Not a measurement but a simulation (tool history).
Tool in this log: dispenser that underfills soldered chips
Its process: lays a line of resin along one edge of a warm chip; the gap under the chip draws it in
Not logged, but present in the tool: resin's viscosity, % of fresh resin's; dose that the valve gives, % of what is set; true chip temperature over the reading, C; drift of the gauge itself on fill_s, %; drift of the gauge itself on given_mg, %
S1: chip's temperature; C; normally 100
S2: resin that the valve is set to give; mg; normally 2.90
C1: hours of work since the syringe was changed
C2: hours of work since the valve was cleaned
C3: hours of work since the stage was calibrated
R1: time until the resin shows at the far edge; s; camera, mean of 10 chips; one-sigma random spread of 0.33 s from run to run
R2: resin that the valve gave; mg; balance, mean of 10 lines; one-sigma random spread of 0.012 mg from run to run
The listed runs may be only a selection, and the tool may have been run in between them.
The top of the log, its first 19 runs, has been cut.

run   hour   S1    S2  C1  C2   C3    R1    R2
     174.3  -- new syringe of resin
 20  177.3   92  3.00   2  31  211  19.7  2.92
     181.9  -- new syringe of resin
     189.8  -- new syringe of resin
 21  189.8   92  3.00   0  40  220  18.2  2.92
     197.8  -- new syringe of resin
 22  198.3   96  3.65   0  46  226  16.5  3.49
     201.8  -- dispensing valve cleaned and set on the balance
     206.9  -- new syringe of resin
 23  212.2   96  3.65   4   8  236  19.2  3.61
     214.7  -- new syringe of resin
 24  219.8   98  3.46   4  13  242  17.1  3.44
     222.5  -- new syringe of resin
     229.8  -- new syringe of resin
 25  233.4   90  2.92   3  23  251  22.0  2.86
     237.3  -- new syringe of resin
     244.5  -- new syringe of resin
 26  245.4   90  2.92   1  32  260  20.5  2.86
 27  250.8  101  2.72   5  36  264  17.5  2.64
     251.8  -- new syringe of resin
     259.3  -- new syringe of resin
 28  260.9   98  2.92   1  43  272  16.6  2.82
     266.8  -- new syringe of resin
     269.5  -- dispensing valve cleaned and set on the balance
 29  271.7  113  2.92   3   2  279  11.1  2.92
     275.5  -- new syringe of resin
     283.1  -- new syringe of resin
 30  283.1  100  3.68   0  10  287  13.9  3.65
     290.4  -- new syringe of resin
 31  293.0  100  3.68   2  17  294  14.9  3.61
     298.2  -- new syringe of resin
 32  301.8  100  3.68   3  24  301  15.4  3.60
     305.5  -- new syringe of resin
     313.2  -- new syringe of resin
 33  313.2  100  3.68   0  32  309  14.1  3.56

Predict each of these 3 candidate next runs independently; none follows another, all start after run 33:
     321.0  -- new syringe of resin
  A  321.0   98  2.74   0  38  315   ?   ?
     321.0  -- new syringe of resin
  B  321.0  106  3.50   0  38  315   ?   ?
     321.0  -- new syringe of resin
  C  321.0   90  3.68   0  38  315   ?   ?

run    R1    R2
  A  16.1  2.64
  B  12.8  3.35
  C  19.5  3.60
With no hidden state in the tool, these same runs would have given:
run    R1    R2
  A  15.2  2.73
  B  12.2  3.46
  C  18.4  3.72
